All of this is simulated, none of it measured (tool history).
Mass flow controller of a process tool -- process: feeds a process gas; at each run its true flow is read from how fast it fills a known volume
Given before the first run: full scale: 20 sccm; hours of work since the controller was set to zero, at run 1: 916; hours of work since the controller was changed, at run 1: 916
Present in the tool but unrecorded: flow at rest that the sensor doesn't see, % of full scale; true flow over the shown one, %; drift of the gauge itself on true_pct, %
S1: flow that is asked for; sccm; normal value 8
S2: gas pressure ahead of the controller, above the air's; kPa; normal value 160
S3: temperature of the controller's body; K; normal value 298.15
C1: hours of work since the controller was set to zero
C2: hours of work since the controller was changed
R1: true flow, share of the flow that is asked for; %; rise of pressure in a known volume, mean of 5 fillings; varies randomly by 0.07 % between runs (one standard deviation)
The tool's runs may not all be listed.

run    hour  S1   S2      S3    C1    C2      R1
  1       0   8  160  298.15   916   916    98.8
  2    76.4   8  160  298.15   961   961   98.78
  3   147.5   8  160  298.15  1002  1002   98.78
  4   222.1   8  160  298.15  1046  1046   98.71
  5   294.6   8  231  298.15  1088  1088   98.73
  6   344.3   8  231  298.15  1116  1116   98.71
  7   404.1   8  231  298.15  1151  1151   98.68
  8   474.8   8  231  298.15  1192  1192   98.81
  9   523.6   8  231  297.15  1221  1221   98.72
 10   565.9   8  231  297.15  1245  1245   98.76
 11   632.7  13  160  298.15  1284  1284   99.07
 12   707.4   8  160  298.15  1327  1327    98.8
 13     771   8  160  298.15  1364  1364   98.81
 14   824.7   8  160  298.15  1396  1396   98.87
 15   857.1  12  247  293.15  1414  1414   99.13
 16   929.7   8  160  312.15  1457  1457   98.43
 17  1000.9  13  160  294.15  1498  1498   99.28
 18  1064.1  15  240  310.15  1535  1535   98.84
 19  1095.5   8  151  298.15  1553  1553   99.02
 20  1163.5   5  182  305.15  1592  1592   98.77
 21  1236.2   2  160  294.15  1635  1635  101.08
 22  1309.3   3  212  309.15  1677  1677   99.53

What will run 23 give?
 23  1375.5   8  275  307.15  1715  1715   ?

R1: 98.58 %
The same run, on a tool lacking any hidden state, would have yielded R1 98.35 %.
